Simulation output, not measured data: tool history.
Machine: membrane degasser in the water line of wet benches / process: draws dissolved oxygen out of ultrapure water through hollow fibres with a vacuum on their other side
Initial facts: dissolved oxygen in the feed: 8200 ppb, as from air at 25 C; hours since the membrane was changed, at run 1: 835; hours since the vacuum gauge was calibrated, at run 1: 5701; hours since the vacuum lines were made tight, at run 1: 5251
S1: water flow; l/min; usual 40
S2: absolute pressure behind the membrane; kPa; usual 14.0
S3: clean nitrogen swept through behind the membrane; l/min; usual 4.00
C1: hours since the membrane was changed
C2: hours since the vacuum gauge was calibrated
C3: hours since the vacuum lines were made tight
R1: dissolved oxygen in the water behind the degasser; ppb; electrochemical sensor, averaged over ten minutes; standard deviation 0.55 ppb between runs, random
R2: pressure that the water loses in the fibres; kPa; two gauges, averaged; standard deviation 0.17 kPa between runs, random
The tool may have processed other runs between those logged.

| run | day | S1 | S2 | S3 | C1 | C2 | C3 | R1 | R2 |
|---|---|---|---|---|---|---|---|---|---|
| 1 | 0.000 | 40 | 14.0 | 4.00 | 835 | 5701 | 5251 | 259.9 | 29.78 |
| 2 | 3.558 | 40 | 14.0 | 4.00 | 920 | 5786 | 5337 | 260.5 | 29.63 |
|  | 6.804 | vacuum gauge calibrated |
| 3 | 7.862 | 40 | 14.0 | 4.00 | 1023 | 25 | 5439 | 256.1 | 29.66 |
| 4 | 10.950 | 40 | 14.0 | 4.15 | 1097 | 100 | 5514 | 248.0 | 29.72 |
| 5 | 17.458 | 40 | 14.0 | 4.15 | 1254 | 256 | 5670 | 247.3 | 29.81 |
| 6 | 22.417 | 40 | 14.0 | 4.15 | 1373 | 375 | 5789 | 247.9 | 30.32 |
| 7 | 27.671 | 40 | 14.0 | 4.15 | 1499 | 501 | 5915 | 247.4 | 30.18 |
| 8 | 32.888 | 40 | 14.0 | 4.15 | 1624 | 626 | 6040 | 247.6 | 30.15 |
|  | 35.662 | seals of the vacuum lines changed |
| 9 | 35.712 | 40 | 14.0 | 5.87 | 1690 | 692 | 1 | 178.8 | 30.16 |
| 10 | 40.979 | 25 | 14.0 | 5.87 | 1816 | 818 | 128 | 112.7 | 18.77 |
| 11 | 46.317 | 40 | 14.1 | 4.00 | 1944 | 946 | 256 | 256.6 | 30.32 |
| 12 | 49.325 | 40 | 14.1 | 4.00 | 2016 | 1018 | 328 | 256.5 | 30.21 |
| 13 | 52.958 | 40 | 14.1 | 4.00 | 2104 | 1106 | 415 | 257.2 | 30.27 |
| 14 | 57.458 | 40 | 14.1 | 7.19 | 2212 | 1214 | 523 | 151.6 | 30.10 |
| 15 | 63.679 | 40 | 14.1 | 7.19 | 2361 | 1363 | 672 | 152.1 | 30.19 |
| 16 | 68.992 | 50 | 14.1 | 7.19 | 2488 | 1490 | 800 | 194.4 | 37.45 |
| 17 | 73.029 | 63 | 10.2 | 5.94 | 2585 | 1587 | 897 | 204.8 | 47.38 |
| 18 | 77.646 | 63 | 10.2 | 5.94 | 2696 | 1698 | 1008 | 205.2 | 47.62 |
| 19 | 83.625 | 31 | 22.9 | 2.15 | 2840 | 1842 | 1151 | 614.1 | 23.74 |
| 20 | 88.712 | 62 | 12.2 | 1.70 | 2962 | 1964 | 1273 | 663.1 | 46.56 |
| 21 | 92.542 | 37 | 12.2 | 1.66 | 3054 | 2056 | 1365 | 430.5 | 28.07 |
| 22 | 96.267 | 37 | 21.5 | 7.34 | 3143 | 2145 | 1455 | 224.5 | 28.26 |
| 23 | 102.125 | 37 | 11.3 | 6.18 | 3283 | 2286 | 1595 | 122.0 | 28.01 |
| 24 | 107.729 | 38 | 14.0 | 4.00 | 3418 | 2420 | 1730 | 243.5 | 28.63 |
| 25 | 112.567 | 33 | 14.0 | 6.80 | 3534 | 2536 | 1846 | 129.8 | 24.98 |
| 26 | 116.342 | 55 | 14.0 | 4.91 | 3625 | 2627 | 1936 | 298.5 | 41.70 |
| 27 | 120.196 | 63 | 25.7 | 7.85 | 3717 | 2719 | 2029 | 444.5 | 47.90 |
| 28 | 125.462 | 43 | 9.0 | 4.00 | 3844 | 2846 | 2155 | 156.3 | 32.90 |
| 29 | 131.833 | 60 | 27.6 | 4.00 | 3997 | 2999 | 2308 | 793.3 | 45.75 |
| 30 | 136.675 | 32 | 32.8 | 2.55 | 4113 | 3115 | 2424 | 795.9 | 24.21 |
| 31 | 141.900 | 50 | 12.7 | 7.53 | 4238 | 3240 | 2550 | 167.6 | 38.52 |

The same runs without the tool's hidden state, with the same run-to-run variation:
Hidden conditions of the tool in this case: membrane still open, %; true pressure behind the membrane over the reading, kPa; air that leaks in behind the membrane, l/min; drift of the gauge itself on oxygen_ppb, %; drift of the gauge itself on loss_of_pressure_kpa, %.
| run | R1 | R2 |
|---|---|---|
| 1 | 252.9 | 29.64 |
| 2 | 253.3 | 29.47 |
| 3 | 253.4 | 29.48 |
| 4 | 245.3 | 29.53 |
| 5 | 244.4 | 29.60 |
| 6 | 244.8 | 30.08 |
| 7 | 244.1 | 29.92 |
| 8 | 244.1 | 29.86 |
| 9 | 177.6 | 29.86 |
| 10 | 112.1 | 18.57 |
| 11 | 254.8 | 29.97 |
| 12 | 254.6 | 29.85 |
| 13 | 255.1 | 29.90 |
| 14 | 150.0 | 29.71 |
| 15 | 150.4 | 29.77 |
| 16 | 191.6 | 36.90 |
| 17 | 199.9 | 46.66 |
| 18 | 200.1 | 46.86 |
| 19 | 610.3 | 23.34 |
| 20 | 653.4 | 45.74 |
| 21 | 424.6 | 27.56 |
| 22 | 222.3 | 27.74 |
| 23 | 119.5 | 27.47 |
| 24 | 239.7 | 28.05 |
| 25 | 127.6 | 24.46 |
| 26 | 292.4 | 40.80 |
| 27 | 437.9 | 46.84 |
| 28 | 151.3 | 32.15 |
| 29 | 784.9 | 44.67 |
| 30 | 789.3 | 23.61 |
| 31 | 162.5 | 37.55 |
